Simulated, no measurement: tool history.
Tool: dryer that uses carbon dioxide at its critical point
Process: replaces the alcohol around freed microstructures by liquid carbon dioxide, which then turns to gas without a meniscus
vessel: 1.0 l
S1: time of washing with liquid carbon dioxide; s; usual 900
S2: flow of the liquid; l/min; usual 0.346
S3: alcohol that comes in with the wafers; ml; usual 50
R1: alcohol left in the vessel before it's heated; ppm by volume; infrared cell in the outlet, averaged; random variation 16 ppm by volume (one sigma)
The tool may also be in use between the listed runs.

{"run": 1, "day": 0.0, "S1": 900, "S2": 0.346, "S3": 50, "R1": 1388}
{"run": 2, "day": 0.338, "S1": 900, "S2": 0.346, "S3": 57, "R1": 1639}
{"run": 3, "day": 0.621, "S1": 900, "S2": 0.346, "S3": 55, "R1": 1542}
{"run": 4, "day": 1.125, "S1": 900, "S2": 0.346, "S3": 50, "R1": 1447}
{"run": 5, "day": 1.662, "S1": 900, "S2": 0.346, "S3": 50, "R1": 1419}
{"run": 6, "day": 2.108, "S1": 900, "S2": 0.346, "S3": 50, "R1": 1493}
{"run": 7, "day": 2.546, "S1": 900, "S2": 0.346, "S3": 50, "R1": 1480}
{"run": 8, "day": 3.083, "S1": 900, "S2": 0.346, "S3": 50, "R1": 1498}
{"run": 9, "day": 3.408, "S1": 900, "S2": 0.346, "S3": 50, "R1": 1458}
{"run": 10, "day": 4.042, "S1": 900, "S2": 0.346, "S3": 50, "R1": 1471}
{"run": 11, "day": 4.662, "S1": 900, "S2": 0.346, "S3": 50, "R1": 1508}
{"run": 12, "day": 5.238, "S1": 900, "S2": 0.346, "S3": 50, "R1": 1563}
{"run": 13, "day": 5.608, "S1": 900, "S2": 0.567, "S3": 119, "R1": 464}
{"run": 14, "day": 6.108, "S1": 900, "S2": 0.567, "S3": 119, "R1": 472}
{"run": 15, "day": 6.446, "S1": 540, "S2": 0.28, "S3": 50, "R1": 9340}
{"run": 16, "day": 6.958, "S1": 900, "S2": 0.268, "S3": 25, "R1": 1650}
{"run": 17, "day": 7.404, "S1": 540, "S2": 0.527, "S3": 31, "R1": 1400}
{"run": 18, "day": 7.95, "S1": 660, "S2": 0.527, "S3": 49, "R1": 1131}
{"run": 19, "day": 8.429, "S1": 720, "S2": 0.346, "S3": 50, "R1": 3194}
{"run": 20, "day": 8.988, "S1": 720, "S2": 0.346, "S3": 50, "R1": 3116}
{"run": 21, "day": 9.608, "S1": 900, "S2": 0.585, "S3": 50, "R1": 203}
{"run": 22, "day": 10.054, "S1": 900, "S2": 0.585, "S3": 50, "R1": 196}
{"run": 23, "day": 10.517, "S1": 660, "S2": 0.232, "S3": 50, "R1": 9107}
{"run": 24, "day": 10.829, "S1": 1200, "S2": 0.556, "S3": 56, "R1": 64}

Forecast each of these 5 alternatives for the next run:
{"run": "A", "day": 11.204, "S1": 1200, "S2": 0.556, "S3": 93, "R1": "?"}
{"run": "B", "day": 11.204, "S1": 1320, "S2": 0.346, "S3": 89, "R1": "?"}
{"run": "C", "day": 11.204, "S1": 1260, "S2": 0.235, "S3": 42, "R1": "?"}
{"run": "D", "day": 11.204, "S1": 900, "S2": 0.556, "S3": 56, "R1": "?"}
{"run": "E", "day": 11.204, "S1": 900, "S2": 0.38, "S3": 55, "R1": "?"}

run=A R1=91
run=B R1=632
run=C R1=1610
run=D R1=283
run=E R1=1358
Without the tool's hidden state the same runs would have given:
run=A R1=29
run=B R1=288
run=C R1=954
run=D R1=118
run=E R1=752

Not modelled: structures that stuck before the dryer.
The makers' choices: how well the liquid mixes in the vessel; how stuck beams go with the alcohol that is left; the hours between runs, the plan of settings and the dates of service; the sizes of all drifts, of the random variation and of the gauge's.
